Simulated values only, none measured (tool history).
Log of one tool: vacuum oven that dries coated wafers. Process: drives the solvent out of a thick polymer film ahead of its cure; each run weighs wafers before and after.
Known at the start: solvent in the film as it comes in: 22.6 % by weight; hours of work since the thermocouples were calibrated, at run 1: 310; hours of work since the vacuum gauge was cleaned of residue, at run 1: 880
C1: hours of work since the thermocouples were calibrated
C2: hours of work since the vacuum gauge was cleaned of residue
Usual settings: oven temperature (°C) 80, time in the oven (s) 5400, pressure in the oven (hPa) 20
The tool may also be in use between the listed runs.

run 1 hour=0 | oven_temperature_(°C)=80 time_in_the_oven_(s)=5400 pressure_in_the_oven_(hPa)=20 | C1=310 C2=880 | solvent_left_in_the_film_(%)=5.21
run 2 hour=68.5 | oven_temperature_(°C)=72 time_in_the_oven_(s)=5400 pressure_in_the_oven_(hPa)=20 | C1=339 C2=910 | solvent_left_in_the_film_(%)=9.36
run 3 hour=132.8 | oven_temperature_(°C)=72 time_in_the_oven_(s)=5400 pressure_in_the_oven_(hPa)=20 | C1=367 C2=937 | solvent_left_in_the_film_(%)=9.49
run 4 hour=190.7 | oven_temperature_(°C)=72 time_in_the_oven_(s)=5400 pressure_in_the_oven_(hPa)=20 | C1=391 C2=962 | solvent_left_in_the_film_(%)=9.42
run 5 hour=226.4 | oven_temperature_(°C)=88 time_in_the_oven_(s)=5400 pressure_in_the_oven_(hPa)=20 | C1=407 C2=977 | solvent_left_in_the_film_(%)=2.53
run 6 hour=288.3 | oven_temperature_(°C)=88 time_in_the_oven_(s)=5400 pressure_in_the_oven_(hPa)=20 | C1=433 C2=1004 | solvent_left_in_the_film_(%)=2.51
run 7 hour=334.4 | oven_temperature_(°C)=80 time_in_the_oven_(s)=6240 pressure_in_the_oven_(hPa)=20 | C1=453 C2=1024 | solvent_left_in_the_film_(%)=4.6
run 8 hour=389.4 | oven_temperature_(°C)=65 time_in_the_oven_(s)=4980 pressure_in_the_oven_(hPa)=13 | C1=477 C2=1047 | solvent_left_in_the_film_(%)=12.9
run 9 hour=442.8 | oven_temperature_(°C)=65 time_in_the_oven_(s)=4980 pressure_in_the_oven_(hPa)=46.1 | C1=500 C2=1070 | solvent_left_in_the_film_(%)=16.67
-- hour=450.4 oven's thermocouples calibrated
run 10 hour=497.2 | oven_temperature_(°C)=65 time_in_the_oven_(s)=9480 pressure_in_the_oven_(hPa)=67.5 | C1=20 C2=1093 | solvent_left_in_the_film_(%)=18.09
run 11 hour=550 | oven_temperature_(°C)=65 time_in_the_oven_(s)=9480 pressure_in_the_oven_(hPa)=12.1 | C1=43 C2=1116 | solvent_left_in_the_film_(%)=9.75
run 12 hour=587.2 | oven_temperature_(°C)=72 time_in_the_oven_(s)=4140 pressure_in_the_oven_(hPa)=66 | C1=59 C2=1132 | solvent_left_in_the_film_(%)=16.12
-- hour=614 oven's thermocouples calibrated, once more
run 13 hour=654.7 | oven_temperature_(°C)=72 time_in_the_oven_(s)=2880 pressure_in_the_oven_(hPa)=15.6 | C1=17 C2=1160 | solvent_left_in_the_film_(%)=12.13

Hidden state at the last listed run before each entry between runs and at the first one after, where it differs:
Between runs 9 and 10: oven's thermocouples calibrated (hour 450.4)
  true wafer temperature over the reading, C: -1.1 -> -1.86; true pressure over the reading, kPa: 0.262 -> 0.267
  measured less the result without the state, solvent left in the film (%): +0.83 -> +1.59
Between runs 12 and 13: oven's thermocouples calibrated, once more (hour 614)
  true wafer temperature over the reading, C: -1.94 -> -0.26; true pressure over the reading, kPa: 0.276 -> 0.282
  measured less the result without the state, solvent left in the film (%): +1.34 -> +0.35

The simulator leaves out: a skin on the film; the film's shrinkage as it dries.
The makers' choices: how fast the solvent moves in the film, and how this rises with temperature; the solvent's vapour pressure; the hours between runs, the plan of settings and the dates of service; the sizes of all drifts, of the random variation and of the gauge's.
